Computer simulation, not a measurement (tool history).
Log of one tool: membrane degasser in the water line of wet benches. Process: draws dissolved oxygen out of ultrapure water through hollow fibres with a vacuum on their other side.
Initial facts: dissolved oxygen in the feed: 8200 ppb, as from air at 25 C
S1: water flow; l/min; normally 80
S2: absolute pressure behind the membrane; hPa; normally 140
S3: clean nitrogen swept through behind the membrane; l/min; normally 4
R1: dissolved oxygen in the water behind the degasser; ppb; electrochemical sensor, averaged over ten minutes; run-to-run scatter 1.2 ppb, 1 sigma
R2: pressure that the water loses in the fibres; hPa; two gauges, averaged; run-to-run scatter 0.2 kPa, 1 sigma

run	hour	S1	S2	S3	R1	R2
1	0	80	140	4	475.1	445.7
2	30.4	80	140	4	475.8	443.4
3	52.8	80	140	4	476.4	444.1
4	100.8	54	140	4	333.3	301.8
5	124.4	54	140	4	332.8	301.4
6	163.8	80	140	4	478.6	442.7
7	216.1	84	255	4	958.9	466.4
8	268.5	84	103	3.75	362	466.1

Run 9 is up next; what results do you expect?
9	309.2	121	170	2.84	?	?

Run 9 came out at R1 1121.1 ppb, R2 671.4 hPa.
With the hidden condition absent and the run-to-run variation left alone, this run would have shown R1 1102.9 ppb, R2 662.7 hPa.
